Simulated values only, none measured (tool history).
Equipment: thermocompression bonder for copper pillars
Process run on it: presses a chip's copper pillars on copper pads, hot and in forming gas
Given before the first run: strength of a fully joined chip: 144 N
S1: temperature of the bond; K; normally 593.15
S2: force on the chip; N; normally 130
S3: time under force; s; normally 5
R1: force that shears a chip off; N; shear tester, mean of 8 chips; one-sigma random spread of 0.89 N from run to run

run,hour,S1,S2,S3,R1
1,0,593.15,130,5,69.2
2,28.8,593.15,130,5,67.3
3,55.2,593.15,130,5,66.2
# hour 72.7: forming gas filter changed
4,104.6,593.15,130,5,70.4
5,125.7,588.15,130,5,65.7
6,152.2,588.15,130,5,65
7,188.6,588.15,130,5,62.9
8,230.5,588.15,130,5,64.7
9,271,588.15,130,5,61.6
10,314.7,588.15,130,5,61.9
11,361.8,588.15,130,5,61.3
12,409.1,593.15,130,5,66
# hour 413.2: forming gas filter changed
13,436.1,593.15,130,5,68.1
14,476,593.15,120,5,64.4
15,507.9,593.15,120,5,63.6
16,528.6,593.15,120,5,64.2
17,560.8,593.15,130,5,67.4
18,585,593.15,130,5,66
19,613.1,575.15,130,5,51.1
# hour 618.6: force cell calibrated
20,642.6,577.15,130,12,71.1
21,671.5,606.15,107,5,68.1
22,697.9,593.15,130,13,87.5
# hour 741.3: force cell calibrated, once more
23,742,593.15,130,13,90.7
# hour 757.5: forming gas filter changed
24,776.2,605.15,130,5,76.5
25,811.3,605.15,130,5,77
26,838.4,605.15,130,5,75.5
27,866.3,582.15,163,5,62.7
28,904.9,582.15,86,13,63.1
29,946.7,582.15,86,13,63.3
30,971.6,593.15,87,8,60.7
31,1003.1,593.15,87,8,60.6
32,1049.6,604.15,85,5,58.7
33,1075.3,570.15,90,12,49.5
# hour 1098.3: forming gas filter changed
34,1100.6,593.15,130,13,89.5
35,1144.8,585.15,113,8,63.9
36,1180.5,620.15,113,3,70.9
37,1205.6,584.15,168,8,76.8
38,1249.7,584.15,88,8,53

Hidden state or all else? Some run-to-run changes of R1, split into what the settings, what came in and random variation would give without the hidden state, and what is left for the hidden state (with any gauge scatter that isn't in both results):
The hidden state here: true temperature of the bond over the reading, C; force that reaches the chip, % of what is set; oxide that the forming gas leaves, % of the face; drift of the gauge itself on shear_n, %.
Run 12 -> 13: forming gas filter changed. R1 +2.1 N: hidden state +1.9, all else +0.2.
Run 19 -> 20: S1 575.15 -> 577.15, S3 5 -> 12, force cell calibrated. R1 +20 N: hidden state -2.2, all else +22.2.
Run 23 -> 24: S1 593.15 -> 605.15, S3 13 -> 5, forming gas filter changed. R1 -14.2 N: hidden state +2.9, all else -17.1.
Run 33 -> 34: S1 570.15 -> 593.15, S2 90 -> 130, S3 12 -> 13, forming gas filter changed. R1 +40 N: hidden state +0.3, all else +39.7.
Run 34 -> 35: S1 593.15 -> 585.15, S2 130 -> 113, S3 13 -> 8. R1 -25.6 N: hidden state -0.1, all else -25.5.
Run 37 -> 38: S2 168 -> 88. R1 -23.8 N: hidden state +1.2, all else -25.
